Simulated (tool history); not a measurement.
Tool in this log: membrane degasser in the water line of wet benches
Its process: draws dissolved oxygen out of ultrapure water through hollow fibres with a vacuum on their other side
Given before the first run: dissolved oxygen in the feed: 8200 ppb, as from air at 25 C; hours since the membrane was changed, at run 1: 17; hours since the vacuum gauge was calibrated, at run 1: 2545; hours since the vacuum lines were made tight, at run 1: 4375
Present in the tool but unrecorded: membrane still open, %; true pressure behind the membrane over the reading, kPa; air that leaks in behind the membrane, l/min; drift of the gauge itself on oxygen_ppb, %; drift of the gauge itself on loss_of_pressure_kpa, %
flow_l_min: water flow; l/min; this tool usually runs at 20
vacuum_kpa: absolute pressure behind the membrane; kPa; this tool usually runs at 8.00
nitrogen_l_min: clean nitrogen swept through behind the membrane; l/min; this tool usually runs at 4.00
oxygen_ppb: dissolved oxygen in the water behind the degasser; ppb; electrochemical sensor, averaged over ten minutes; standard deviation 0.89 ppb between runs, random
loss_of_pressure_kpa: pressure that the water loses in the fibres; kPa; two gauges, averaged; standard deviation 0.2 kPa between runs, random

run,hour,flow_l_min,vacuum_kpa,nitrogen_l_min,hours since the membrane was changed,hours since the vacuum gauge was calibrated,hours since the vacuum lines were made tight,oxygen_ppb,loss_of_pressure_kpa
1,0.0,20,8.00,4.00,17,2545,4375,89.2,43.16
2,41.3,20,8.00,4.00,59,2586,4417,90.5,43.09
# hour 66.3: seals of the vacuum lines changed
3,106.7,20,5.57,4.00,122,2650,40,57.9,42.84
4,171.9,20,5.57,4.00,187,2715,106,58.7,43.40
5,200.7,20,15.74,4.00,216,2744,134,179.4,43.40
6,244.5,20,8.00,4.00,260,2788,178,88.4,42.87
7,274.6,20,8.00,4.00,290,2818,208,89.6,43.02
8,322.3,20,8.00,4.00,338,2865,256,89.3,43.29
9,368.5,20,8.00,4.00,384,2912,302,90.2,43.33
10,429.0,21,8.00,4.00,444,2972,363,97.0,45.49
11,490.6,20,8.00,4.00,506,3034,424,91.0,43.45
12,523.9,20,8.00,4.00,539,3067,458,90.2,43.14
# hour 558.1: vacuum gauge calibrated
13,563.1,20,8.00,9.01,578,5,496,56.5,43.77
14,617.5,20,8.00,9.01,632,59,551,57.3,43.29
15,644.2,20,8.00,9.01,659,86,577,57.2,43.33
16,708.7,20,8.00,7.26,724,151,642,64.4,43.69
17,752.4,24,7.27,1.96,767,194,686,169.2,52.53
18,786.7,24,7.27,1.96,802,229,720,169.6,52.18
19,834.2,24,7.27,1.96,849,276,767,170.7,52.50
20,889.8,29,6.55,6.97,905,332,823,95.9,63.71
# hour 895.9: vacuum gauge calibrated, once more
21,919.8,29,6.55,6.97,934,24,853,92.2,63.19
22,950.1,29,6.55,6.97,964,54,883,92.7,63.28
23,981.8,20,6.41,8.98,996,86,915,46.5,43.60
24,1016.7,20,6.41,8.98,1031,121,949,47.0,43.66
25,1052.9,20,6.41,8.98,1067,157,986,47.2,43.98
26,1088.9,20,5.15,6.01,1103,193,1022,44.9,43.76

Below are 3 alternative next runs, each starting from the tool's condition after run 26. Predict each:
A,1115.7,23,9.63,6.70,1130,220,1048,?,?
B,1115.7,20,9.03,4.00,1130,220,1048,?,?
C,1115.7,19,7.15,6.01,1130,220,1048,?,?

run,oxygen_ppb,loss_of_pressure_kpa
A,92.9,50.25
B,99.1,43.73
C,57.5,41.69
Without the tool's hidden state the same runs would have given:
run,oxygen_ppb,loss_of_pressure_kpa
A,88.9,49.47
B,95.4,43.06
C,54.5,41.04

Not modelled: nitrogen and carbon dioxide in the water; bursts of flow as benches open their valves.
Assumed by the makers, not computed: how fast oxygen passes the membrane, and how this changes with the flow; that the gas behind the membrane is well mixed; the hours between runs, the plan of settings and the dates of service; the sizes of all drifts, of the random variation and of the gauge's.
